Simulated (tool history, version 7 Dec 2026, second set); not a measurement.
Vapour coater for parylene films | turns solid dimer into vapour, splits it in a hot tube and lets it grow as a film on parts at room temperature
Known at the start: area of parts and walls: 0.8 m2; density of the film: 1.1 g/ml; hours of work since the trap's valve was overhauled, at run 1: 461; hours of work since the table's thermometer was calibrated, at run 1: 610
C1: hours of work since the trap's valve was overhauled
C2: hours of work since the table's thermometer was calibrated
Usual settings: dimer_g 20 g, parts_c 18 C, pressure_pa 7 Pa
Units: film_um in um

Run 1, hour 0: usual settings; C1 461; C2 610. Result: film_um 12.75 um.
Run 2, hour 32.3: usual settings but dimer_g 9 g; C1 479; C2 629. Result: film_um 5.78 um.
Run 3, hour 52.7: usual settings but dimer_g 9 g; C1 491; C2 640. Result: film_um 5.78 um.
Run 4, hour 85.9: usual settings but dimer_g 9 g, pressure_pa 10.48 Pa; C1 510; C2 659. Result: film_um 5.53 um.
Run 5, hour 113.8: usual settings but dimer_g 9 g, pressure_pa 10.48 Pa; C1 526; C2 675. Result: film_um 5.54 um.
Run 6, hour 150.6: usual settings but dimer_g 9 g, pressure_pa 10.48 Pa; C1 547; C2 696. Result: film_um 5.42 um.
Run 7, hour 179.8: usual settings but dimer_g 9 g, pressure_pa 10.48 Pa; C1 564; C2 713. Result: film_um 5.52 um.
Run 8, hour 216.8: usual settings; C1 585; C2 734. Result: film_um 12.64 um.
At hour 234.2: trap's valve overhauled.
Run 9, hour 256: usual settings; C1 12; C2 754. Result: film_um 12.2 um.
Run 10, hour 287.9: usual settings but dimer_g 15 g; C1 31; C2 772. Result: film_um 9.11 um.
Run 11, hour 324.3: usual settings but dimer_g 15 g; C1 52; C2 793. Result: film_um 9.08 um.
Run 12, hour 345.7: usual settings; C1 64; C2 805. Result: film_um 11.98 um.
Run 13, hour 369.7: usual settings but dimer_g 23 g; C1 77; C2 819. Result: film_um 13.8 um.
At hour 393.2: trap's valve overhauled, once more.
Run 14, hour 404.7: usual settings but dimer_g 23 g; C1 7; C2 837. Result: film_um 16.49 um.
Run 15, hour 432.6: usual settings; C1 22; C2 853. Result: film_um 14.17 um.
Run 16, hour 452.9: usual settings; C1 34; C2 864. Result: film_um 14.23 um.
Run 17, hour 479.5: usual settings but dimer_g 29 g; C1 49; C2 879. Result: film_um 20.48 um.
Run 18, hour 499.5: usual settings but dimer_g 12 g; C1 61; C2 891. Result: film_um 8.54 um.
Run 19, hour 535: usual settings but pressure_pa 9.51 Pa; C1 81; C2 911. Result: film_um 13.53 um.
Run 20, hour 568.3: usual settings but pressure_pa 9.51 Pa; C1 100; C2 930. Result: film_um 13.63 um.
Run 21, hour 589.4: usual settings but dimer_g 9 g; C1 112; C2 942. Result: film_um 6.26 um.
Run 22, hour 625.9: usual settings but dimer_g 27 g, parts_c 20 C, pressure_pa 9.85 Pa; C1 133; C2 963. Result: film_um 17.57 um.
Run 23, hour 641.8: usual settings but dimer_g 27 g, parts_c 20 C, pressure_pa 9.85 Pa; C1 142; C2 972. Result: film_um 17.3 um.
Run 24, hour 671.7: usual settings but dimer_g 17 g, parts_c 20 C, pressure_pa 7.04 Pa; C1 159; C2 989. Result: film_um 11.22 um.
Run 25, hour 692.2: usual settings but dimer_g 17 g, parts_c 20 C, pressure_pa 7.04 Pa; C1 171; C2 1001. Result: film_um 11.18 um.
Run 26, hour 725: usual settings but dimer_g 17 g, parts_c 20 C, pressure_pa 7.04 Pa; C1 190; C2 1020. Result: film_um 11.2 um.
Run 27, hour 763.5: usual settings but dimer_g 17 g, parts_c 20 C, pressure_pa 7.04 Pa; C1 212; C2 1042. Result: film_um 11.18 um.
Run 28, hour 795: usual settings but dimer_g 17 g, pressure_pa 4.7 Pa; C1 230; C2 1060. Result: film_um 12.14 um.
At hour 813.9: table's thermometer calibrated.
Run 29, hour 820.2: usual settings but parts_c 26 C; C1 243; C2 4. Result: film_um 11.01 um.
Run 30, hour 843.6: usual settings but dimer_g 11 g, pressure_pa 3.51 Pa; C1 257; C2 17. Result: film_um 7.8 um.
Run 31, hour 872.6: usual settings but dimer_g 14 g, parts_c 10 C, pressure_pa 3.34 Pa; C1 273; C2 34. Result: film_um 12.04 um.
Run 32, hour 911: usual settings but dimer_g 13 g, parts_c 19 C, pressure_pa 2.14 Pa; C1 295; C2 55. Result: film_um 9.34 um.
Run 33, hour 938.1: usual settings but dimer_g 13 g, parts_c 11 C, pressure_pa 2.14 Pa; C1 311; C2 71. Result: film_um 11.37 um.
Run 34, hour 976.5: usual settings but dimer_g 26 g, parts_c 16 C, pressure_pa 7.73 Pa; C1 333; C2 93. Result: film_um 17.74 um.
Run 35, hour 999.6: usual settings but dimer_g 26 g, parts_c 16 C, pressure_pa 2.28 Pa; C1 346; C2 106. Result: film_um 19.85 um.
Run 36, hour 1025.9: usual settings but dimer_g 29 g, parts_c 26 C, pressure_pa 4.92 Pa; C1 361; C2 121. Result: film_um 16.19 um.
Run 37, hour 1058.8: usual settings but dimer_g 19 g, parts_c 10 C, pressure_pa 10.27 Pa; C1 380; C2 140. Result: film_um 14.53 um.
Run 38, hour 1077.5: usual settings but dimer_g 19 g, parts_c 10 C, pressure_pa 10.27 Pa; C1 390; C2 151. Result: film_um 14.46 um.
Run 39, hour 1097.4: usual settings but dimer_g 19 g, parts_c 10 C, pressure_pa 10.27 Pa; C1 402; C2 162. Result: film_um 14.38 um.
Run 40, hour 1117.4: usual settings but dimer_g 11 g, parts_c 20 C, pressure_pa 10.25 Pa; C1 413; C2 173. Result: film_um 6.53 um.
Run 41, hour 1134.1: usual settings but dimer_g 11 g, parts_c 20 C, pressure_pa 10.25 Pa; C1 423; C2 183. Result: film_um 6.68 um.

4 ways to go on from here, each from the tool as it stands after run 41. What would each give?
Run A, hour 1150.8: usual settings but dimer_g 34 g, parts_c 13 C, pressure_pa 2.39 Pa; C1 432; C2 193. Result: film_um ?.
Run B, hour 1150.8: usual settings but dimer_g 19 g, parts_c 12 C, pressure_pa 3.4 Pa; C1 432; C2 193. Result: film_um ?.
Run C, hour 1150.8: usual settings but dimer_g 31 g, parts_c 20 C, pressure_pa 10.25 Pa; C1 432; C2 193. Result: film_um ?.
Run D, hour 1150.8: usual settings but dimer_g 36 g, parts_c 16 C, pressure_pa 6.06 Pa; C1 432; C2 193. Result: film_um ?.

run  film_um
  A    27.23
  B    14.96
  C    18.44
  D       25
Without the tool's hidden state the same runs would have given:
run  film_um
  A    29.39
  B    16.15
  C    19.91
  D    26.98

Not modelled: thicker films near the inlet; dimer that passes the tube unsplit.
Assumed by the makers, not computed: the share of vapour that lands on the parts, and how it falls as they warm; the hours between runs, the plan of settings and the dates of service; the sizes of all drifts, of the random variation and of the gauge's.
